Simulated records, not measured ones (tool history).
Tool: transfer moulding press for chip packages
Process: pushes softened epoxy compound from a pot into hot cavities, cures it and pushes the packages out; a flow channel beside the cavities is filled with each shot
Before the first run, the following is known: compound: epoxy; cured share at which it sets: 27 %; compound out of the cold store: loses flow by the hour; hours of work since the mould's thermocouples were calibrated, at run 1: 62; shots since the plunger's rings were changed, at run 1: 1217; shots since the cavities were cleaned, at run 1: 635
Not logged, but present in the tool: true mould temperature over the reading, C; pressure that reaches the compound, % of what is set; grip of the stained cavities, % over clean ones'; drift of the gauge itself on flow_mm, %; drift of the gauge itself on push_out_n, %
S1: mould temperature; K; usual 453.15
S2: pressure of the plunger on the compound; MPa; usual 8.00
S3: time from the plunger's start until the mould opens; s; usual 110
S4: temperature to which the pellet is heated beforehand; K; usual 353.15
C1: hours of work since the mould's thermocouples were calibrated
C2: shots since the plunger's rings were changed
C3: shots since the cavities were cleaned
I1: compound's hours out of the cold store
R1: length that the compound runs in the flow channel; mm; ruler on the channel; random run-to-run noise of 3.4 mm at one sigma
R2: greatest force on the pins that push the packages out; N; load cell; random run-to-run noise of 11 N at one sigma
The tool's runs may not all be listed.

| run | hour | S1 | S2 | S3 | S4 | C1 | C2 | C3 | I1 | R1 | R2 |
|---|---|---|---|---|---|---|---|---|---|---|---|
| 1 | 0.0 | 453.15 | 8.00 | 110 | 353.15 | 62 | 1217 | 635 | 32.0 | 825 | 987 |
| 2 | 14.2 | 453.15 | 8.00 | 110 | 353.15 | 68 | 1334 | 752 | 14.1 | 891 | 1046 |
| 3 | 29.5 | 453.15 | 8.00 | 110 | 353.15 | 75 | 1461 | 879 | 36.2 | 810 | 1037 |
| 4 | 43.0 | 453.15 | 8.00 | 110 | 353.15 | 81 | 1571 | 989 | 33.1 | 814 | 1077 |
|  | 46.3 | cavities cleaned with cleaning compound and waxed |
| 5 | 61.8 | 449.15 | 8.00 | 110 | 353.15 | 89 | 1714 | 128 | 36.4 | 822 | 830 |
| 6 | 75.9 | 449.15 | 8.00 | 110 | 353.15 | 95 | 1831 | 245 | 34.4 | 825 | 974 |
| 7 | 96.2 | 449.15 | 8.00 | 110 | 359.15 | 104 | 1998 | 412 | 41.3 | 795 | 1101 |
| 8 | 114.0 | 453.15 | 9.25 | 110 | 353.15 | 112 | 2144 | 558 | 9.8 | 972 | 1031 |
| 9 | 134.6 | 457.15 | 7.70 | 110 | 353.15 | 122 | 2314 | 728 | 44.1 | 750 | 926 |
| 10 | 157.3 | 453.15 | 7.95 | 110 | 353.15 | 132 | 2502 | 916 | 46.5 | 761 | 1063 |
|  | 169.1 | cavities cleaned with cleaning compound and waxed |
| 11 | 171.3 | 460.15 | 7.01 | 110 | 358.15 | 137 | 2604 | 18 | 46.3 | 701 | 472 |
| 12 | 195.3 | 459.15 | 8.68 | 124 | 344.15 | 148 | 2802 | 216 | 35.4 | 819 | 675 |
| 13 | 216.2 | 455.15 | 9.66 | 141 | 358.15 | 158 | 2974 | 388 | 47.7 | 834 | 794 |
| 14 | 238.3 | 458.15 | 9.66 | 141 | 350.15 | 168 | 3157 | 571 | 14.7 | 937 | 899 |
| 15 | 253.3 | 445.15 | 9.66 | 141 | 350.15 | 174 | 3280 | 694 | 39.8 | 887 | 1054 |

Branching from run 15: 3 alternative next runs. What would each branch give?
| A | 269.0 | 458.15 | 7.57 | 141 | 356.15 | 181 | 3409 | 823 | 31.3 | ? | ? |
| B | 269.0 | 453.15 | 8.00 | 110 | 357.15 | 181 | 3409 | 823 | 44.0 | ? | ? |
| C | 269.0 | 457.15 | 6.27 | 110 | 353.15 | 181 | 3409 | 823 | 30.2 | ? | ? |

| run | R1 | R2 |
|---|---|---|
| A | 779 | 939 |
| B | 768 | 1058 |
| C | 708 | 942 |
Stripped of hidden state, with their random variation kept, the same runs would have yielded:
| run | R1 | R2 |
|---|---|---|
| A | 801 | 454 |
| B | 789 | 516 |
| C | 728 | 453 |
